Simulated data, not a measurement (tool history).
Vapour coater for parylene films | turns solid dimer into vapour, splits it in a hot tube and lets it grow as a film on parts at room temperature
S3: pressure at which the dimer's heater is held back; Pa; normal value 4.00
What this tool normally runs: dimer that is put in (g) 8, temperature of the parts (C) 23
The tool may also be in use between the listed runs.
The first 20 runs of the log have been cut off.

Run 21, day 38.879: usual settings but dimer that is put in (g) 4, S3 2.79 Pa. Result: thickness of the film (µm) 1.94.
Run 22, day 40.721: usual settings but temperature of the parts (C) 20, S3 11.29 Pa. Result: thickness of the film (µm) 3.56.
Run 23, day 42.783: usual settings but temperature of the parts (C) 18, S3 7.72 Pa. Result: thickness of the film (µm) 3.84.
Run 24, day 45.392: usual settings but temperature of the parts (C) 18, S3 7.72 Pa. Result: thickness of the film (µm) 3.72.
Run 25, day 48.308: usual settings but temperature of the parts (C) 18, S3 7.72 Pa. Result: thickness of the film (µm) 3.75.
Run 26, day 49.717: usual settings but dimer that is put in (g) 5, temperature of the parts (C) 29, S3 11.95 Pa. Result: thickness of the film (µm) 1.77.
Run 27, day 52.021: usual settings but S3 2.16 Pa. Result: thickness of the film (µm) 3.80.
Run 28, day 54.442: usual settings but dimer that is put in (g) 6, S3 2.89 Pa. Result: thickness of the film (µm) 2.82.
At day 55.362: trap's valve overhauled.
Run 29, day 57.442: usual settings but temperature of the parts (C) 18. Result: thickness of the film (µm) 4.30.
Run 30, day 58.733: usual settings but dimer that is put in (g) 3, temperature of the parts (C) 22, S3 6.64 Pa. Result: thickness of the film (µm) 1.43.

5 options for the next run, each taken on its own from the tool as it stands now. Forecast them:
Run A, day 61.108: usual settings but dimer that is put in (g) 14, temperature of the parts (C) 33. Result: thickness of the film (µm) ?.
Run B, day 61.108: usual settings but dimer that is put in (g) 11, temperature of the parts (C) 35, S3 3.74 Pa. Result: thickness of the film (µm) ?.
Run C, day 61.108: usual settings but dimer that is put in (g) 3, temperature of the parts (C) 26, S3 2.35 Pa. Result: thickness of the film (µm) ?.
Run D, day 61.108: usual settings but dimer that is put in (g) 7, temperature of the parts (C) 25, S3 3.93 Pa. Result: thickness of the film (µm) ?.
Run E, day 61.108: usual settings but dimer that is put in (g) 10. Result: thickness of the film (µm) ?.

run  thickness of the film (µm)
  A                        5.65
  B                        4.21
  C                        1.47
  D                        3.30
  E                        4.80
Had the tool no hidden state, the same runs would have come out as:
run  thickness of the film (µm)
  A                        5.69
  B                        4.24
  C                        1.48
  D                        3.33
  E                        4.84
